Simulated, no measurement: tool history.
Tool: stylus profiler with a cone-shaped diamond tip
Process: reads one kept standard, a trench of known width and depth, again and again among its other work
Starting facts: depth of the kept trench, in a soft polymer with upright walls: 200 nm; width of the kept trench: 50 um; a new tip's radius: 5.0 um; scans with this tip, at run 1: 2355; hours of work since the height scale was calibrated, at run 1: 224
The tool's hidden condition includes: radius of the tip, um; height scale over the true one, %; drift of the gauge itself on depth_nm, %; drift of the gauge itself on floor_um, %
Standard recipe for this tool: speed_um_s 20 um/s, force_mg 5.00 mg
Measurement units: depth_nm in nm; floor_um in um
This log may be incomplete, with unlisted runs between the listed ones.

run	hour	speed_um_s	force_mg	scans with this tip	hours of work since the height scale was calibrated	depth_nm	floor_um
1	0.0	20	5.00	2355	224	204.92	47.10
2	10.6	20	9.05	2431	231	207.05	47.16
3	19.5	20	5.95	2495	237	205.49	47.10
4	37.4	20	5.95	2624	249	205.49	47.10
5	51.5	20	5.95	2725	259	205.39	47.19
6	70.8	20	5.95	2864	272	205.17	47.11
7	85.4	19	5.95	2968	282	205.45	47.09
8	97.3	20	5.00	3054	290	204.72	47.14
9	106.8	20	2.32	3122	297	202.84	47.07
10	121.0	28	5.00	3224	306	204.81	47.10
11	141.3	28	5.00	3369	320	205.02	47.11
12	158.0	28	5.00	3490	332	204.88	47.14
13	177.6	20	14.04	3630	345	209.69	47.17
14	193.8	20	14.04	3746	356	209.44	47.13
15	213.6	8	2.98	3889	369	203.29	47.15
16	224.2	25	1.68	3964	377	202.41	47.09
17	235.1	35	1.68	4043	384	202.29	47.00
18	249.7	35	1.68	4148	394	202.29	46.92

Estimate the outcome of run 19 from the log above:
19	260.3	56	4.50	4224	401	?	?

{"run 19": {"depth_nm": 204.57, "floor_um": 46.92}}
The same run, on a tool lacking any hidden state, would have yielded depth_nm 204.57 nm, floor_um 46.93 um.
